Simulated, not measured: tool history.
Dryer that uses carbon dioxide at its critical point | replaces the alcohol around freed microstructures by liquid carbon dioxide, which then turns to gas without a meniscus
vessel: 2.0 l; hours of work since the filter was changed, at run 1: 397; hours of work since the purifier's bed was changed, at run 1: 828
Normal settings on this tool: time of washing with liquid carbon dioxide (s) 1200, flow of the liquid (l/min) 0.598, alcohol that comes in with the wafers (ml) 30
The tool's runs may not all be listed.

run,hour,time of washing with liquid carbon dioxide (s),flow of the liquid (l/min),alcohol that comes in with the wafers (ml),hours of work since the filter was changed,hours of work since the purifier's bed was changed,alcohol left in the vessel before it's heated (ppm by volume)
1,0,1200,0.598,30,397,828,438
2,26.8,1200,0.692,30,414,845,308
3,53.1,1200,0.598,30,431,862,434
4,74.7,1200,0.598,30,445,876,465
# hour 87.6: inlet filter changed
5,109.1,1200,0.598,30,14,897,365
6,139.5,1140,0.394,75,33,917,2736
7,158,780,0.967,41,45,929,366
8,181.3,1200,0.598,52,60,944,521
9,205.5,1200,1.016,30,76,959,196
10,242.3,840,0.598,30,99,983,913

Subtracting, for every run, the result it would have given without the tool's unlogged condition from the measured result gives the following. The same run-to-run variation enters both numbers; the gauge's scatter may not:
Unlogged tool condition in this case: flow that reaches the vessel past the clogged filter, %; alcohol in the recycled carbon dioxide, ppm; drift of the gauge itself on alcohol_ppm, %.
run,alcohol left in the vessel before it's heated (ppm by volume)
1,+249
2,+215
3,+266
4,+279
5,+177
6,+264
7,+185
8,+206
9,+181
10,+244
